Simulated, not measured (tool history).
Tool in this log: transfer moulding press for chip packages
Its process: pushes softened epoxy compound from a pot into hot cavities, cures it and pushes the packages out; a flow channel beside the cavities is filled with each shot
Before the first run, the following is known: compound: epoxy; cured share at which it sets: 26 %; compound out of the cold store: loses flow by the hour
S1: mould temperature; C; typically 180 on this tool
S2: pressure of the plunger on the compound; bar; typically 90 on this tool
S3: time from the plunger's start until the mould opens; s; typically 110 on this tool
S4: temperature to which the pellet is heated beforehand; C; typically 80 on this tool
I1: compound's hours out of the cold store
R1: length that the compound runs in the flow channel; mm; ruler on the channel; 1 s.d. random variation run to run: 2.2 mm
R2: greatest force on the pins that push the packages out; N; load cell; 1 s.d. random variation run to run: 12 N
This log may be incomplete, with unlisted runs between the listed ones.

run   hour   S1     S2   S3  S4    I1    R1    R2
  1      0  180     90  110  80  29.2   880   821
  2   10.6  180     90  110  80  26.5   892   826
  3   19.1  180     90  110  80  36.2   862   906
  4     26  180     90  110  80  29.4   878   895
  5   31.7  180     90  110  90  22.2   900   904
      37.4  -- cavities cleaned with cleaning compound and waxed
  6   41.3  180     90  110  75  23.1   896   586
  7   50.3  180     90  110  80  22.7   899   650
  8   56.1  180     90   91  80  26.9   887  1045
  9   63.2  180     90   91  80  15.6   921  1115
 10   70.8  180     90   91  85  34.7   863  1027
 11   77.4  180     90   91  90  25.2   883  1178
 12   86.4  180     90   91  90  44.7   834  1155
 13   93.2  180     90  142  80  20.2   904   654
 14  102.7  180     90  142  80    46   832   696
 15  108.1  180     90  142  80  11.9   929   722
     110.1  -- cavities cleaned with cleaning compound and waxed
 16  115.7  180   98.4  110  83  23.7   934   584
 17  122.1  184   98.4  110  83  16.4   939   563
 18  127.4  185   98.4  108  84  38.6   870   567
       130  -- mould's thermocouples calibrated
 19  139.3  175   73.4  132  84  15.5   840   726
 20  145.2  172  101.9   97  76    20   988  1709
 21  151.9  172  101.9   97  76   9.5  1022  1819
 22  157.8  172  101.9   97  76  25.1   968  1785
     166.7  -- mould's thermocouples calibrated, once more
 23  170.4  186     90  139  80  25.5   869   648
       179  -- plunger's sealing rings changed
 24  181.9  186     90   93  76  12.5   949   973
 25  187.2  185   73.5   92  78    19   843  1047
     189.2  -- cavities cleaned with cleaning compound and waxed
 26  198.9  185   73.5   92  78  31.5   810   689
 27  209.4  185   73.5   92  78  34.5   799   750
 28  217.1  175   91.5  102  88  47.8   877  1117
 29  227.5  175   91.5  102  88  33.8   919  1270

Hidden state or all else? Some run-to-run changes of R1, split into what the settings, what came in and random variation would give without the hidden state, and what is left for the hidden state (with any gauge scatter that isn't in both results):
Hidden state at play: true mould temperature over the reading, C; pressure that reaches the compound, % of what is set; grip of the stained cavities, % over clean ones'; drift of the gauge itself on flow_mm, %; drift of the gauge itself on push_out_n, %.
Run 19 -> 20: S1 175 -> 172, S2 73.4 -> 101.9, S3 132 -> 97, S4 84 -> 76. R1 +148 mm: hidden state -9, all else +157.
Run 23 -> 24: S3 139 -> 93, S4 80 -> 76, plunger's sealing rings changed. R1 +80 mm: hidden state +41, all else +39.
Run 24 -> 25: S1 186 -> 185, S2 90 -> 73.5, S3 93 -> 92, S4 76 -> 78. R1 -106 mm: hidden state +0, all else -106.
